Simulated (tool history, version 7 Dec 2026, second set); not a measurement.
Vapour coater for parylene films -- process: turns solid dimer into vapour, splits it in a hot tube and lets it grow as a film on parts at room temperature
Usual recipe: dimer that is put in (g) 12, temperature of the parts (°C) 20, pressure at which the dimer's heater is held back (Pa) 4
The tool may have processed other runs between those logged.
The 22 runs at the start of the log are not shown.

| run | hour | dimer that is put in (g) | temperature of the parts (°C) | pressure at which the dimer's heater is held back (Pa) | thickness of the film (nm) |
|---|---|---|---|---|---|
| 23 | 378.7 | 12 | 16 | 4 | 2190 |
| 24 | 398.5 | 12 | 16 | 4 | 2210 |
| 25 | 413.4 | 12 | 16 | 4 | 2200 |
| 26 | 427.4 | 12 | 20 | 5.27 | 1790 |
| 27 | 450.6 | 6 | 28 | 11.83 | 580 |
| 28 | 470.6 | 5 | 30 | 2.96 | 510 |
| 29 | 486.3 | 5 | 30 | 2.96 | 530 |
| 30 | 511.5 | 5 | 30 | 2.96 | 480 |
| 31 | 535.8 | 9 | 15 | 7.12 | 1570 |
| 32 | 560.7 | 10 | 21 | 3.5 | 1430 |
| 33 | 576.5 | 12 | 20 | 5.17 | 1780 |
| 34 | 592.2 | 12 | 27 | 4.39 | 1300 |
| 35 | 606.1 | 12 | 13 | 4.39 | 2410 |
| 36 | 627.4 | 20 | 17 | 8.33 | 3200 |
| 37 | 639.4 | 10 | 13 | 3.86 | 2040 |
| 38 | 654.7 | 12 | 25 | 4 | 1440 |

3 options for the next run, each taken on its own from the tool as it stands now. Forecast them:
| A | 675.4 | 22 | 21 | 6.67 | ? |
| B | 675.4 | 8 | 23 | 2.8 | ? |
| C | 675.4 | 6 | 13 | 8.84 | ? |

| run | thickness of the film (nm) |
|---|---|
| A | 2990 |
| B | 1090 |
| C | 1150 |
What these runs would have given with no unlogged condition in the tool:
| run | thickness of the film (nm) |
|---|---|
| A | 3290 |
| B | 1200 |
| C | 1260 |

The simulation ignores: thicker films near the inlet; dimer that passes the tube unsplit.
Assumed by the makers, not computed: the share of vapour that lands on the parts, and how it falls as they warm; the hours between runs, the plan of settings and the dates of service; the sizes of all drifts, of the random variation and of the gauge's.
